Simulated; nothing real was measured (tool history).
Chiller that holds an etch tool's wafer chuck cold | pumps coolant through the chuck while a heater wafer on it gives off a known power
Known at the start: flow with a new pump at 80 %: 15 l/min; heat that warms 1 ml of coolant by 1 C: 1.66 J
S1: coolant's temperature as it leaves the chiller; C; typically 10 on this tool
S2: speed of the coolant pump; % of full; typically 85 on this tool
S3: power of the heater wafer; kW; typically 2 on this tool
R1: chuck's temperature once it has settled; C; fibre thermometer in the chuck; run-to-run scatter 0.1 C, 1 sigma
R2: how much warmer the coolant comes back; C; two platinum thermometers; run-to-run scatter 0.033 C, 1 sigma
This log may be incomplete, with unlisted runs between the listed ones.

run,hour,S1,S2,S3,R1,R2
1,0,10,85,2,22,4.53
2,92.2,10,96,2,20.9,4.02
3,168.8,10,96,2,20.9,4
4,258.3,10,96,2,20.8,4.04
5,337.8,10,96,2,21,4.1
6,433.5,19,85,2,30.9,4.68
7,477.4,19,85,2,31.1,4.68
8,539.3,10,85,2,21.9,4.69
9,590.3,10,85,2.67,26,6.24
10,637.3,10,85,1.657,19.8,3.95
11,732.9,10,85,1.657,19.7,3.95
12,774.2,10,85,1.657,20,4
13,867.9,15,85,2,26.9,4.82
14,933.2,15,85,2,26.9,4.81
15,982.1,15,85,2,27.1,4.91
16,1046.9,15,85,2,26.9,4.87
17,1096.5,15,85,2,27,4.86
# hour 1136.2: gauge calibrated
18,1163.9,15,85,2,27,4.52
19,1244.6,15,85,2,27,4.54
20,1298.7,2,68,1.699,14.1,4.94
21,1344.1,12,85,2,23.9,4.59
22,1402.9,9,88,1.352,16.9,3.06
23,1456.3,9,88,1.352,16.8,3.1
24,1549.1,1,67,1.753,13.7,5.32
25,1623.4,1,70,1.753,13.3,5.14
26,1708,1,70,1.753,13.1,5.08
27,1753.6,1,70,1.753,13.4,5.02
28,1795.3,1,92,1.374,8.8,3.09
29,1875.5,10,76,2,23,5.35
30,1958.3,8,85,2,20.1,4.76
31,1999.3,12,95,2.338,25,5
32,2070.7,12,95,2.338,24.9,5.07

4 ways to go on from here, each from the tool as it stands after run 32. What would each give?
A,2158.3,2,66,1.33,?,?
B,2158.3,12,65,2,?,?
C,2158.3,3,84,1.438,?,?
D,2158.3,15,95,2.338,?,?

run,R1,R2
A,11.8,4.28
B,26.7,6.35
C,11.7,3.6
D,28,5.01
The same runs, with their run-to-run variation unchanged, on a tool lacking any hidden condition would have given:
run,R1,R2
A,11.8,3.92
B,26.7,5.99
C,11.7,3.25
D,28,4.66
